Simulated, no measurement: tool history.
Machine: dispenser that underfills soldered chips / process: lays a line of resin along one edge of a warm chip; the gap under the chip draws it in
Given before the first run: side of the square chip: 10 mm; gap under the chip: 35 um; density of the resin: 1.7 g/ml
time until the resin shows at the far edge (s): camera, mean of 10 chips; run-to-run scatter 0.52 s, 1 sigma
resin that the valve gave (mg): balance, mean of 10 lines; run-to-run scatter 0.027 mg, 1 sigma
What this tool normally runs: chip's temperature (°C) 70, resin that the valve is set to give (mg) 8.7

run,hour,chip's temperature (°C),resin that the valve is set to give (mg),time until the resin shows at the far edge (s),resin that the valve gave (mg)
1,0,70,8.7,47.5,8.61
2,4.9,70,11.28,53.1,11.1
# hour 5.4: new syringe of resin
3,9.9,70,11.28,44.2,11.16
4,14.8,70,11.28,50.4,11.1
# hour 17: new syringe of resin
5,19.3,70,8.7,43.6,8.59
6,22.6,57,8.7,73.2,8.58
7,25.6,57,8.7,80.2,8.49
# hour 28.5: new syringe of resin
8,29.3,71,7.97,41.1,7.82
9,31.6,71,7.85,45.3,7.62

What does the tool deliver on the next run?
10,34.7,85,9.08,?,?

Run 10 produced time until the resin shows at the far edge (s) 30.7, resin that the valve gave (mg) 8.87.
On a tool with no hidden condition, and with the same random variation, this run would have come out at time until the resin shows at the far edge (s) 26.2, resin that the valve gave (mg) 9.09.
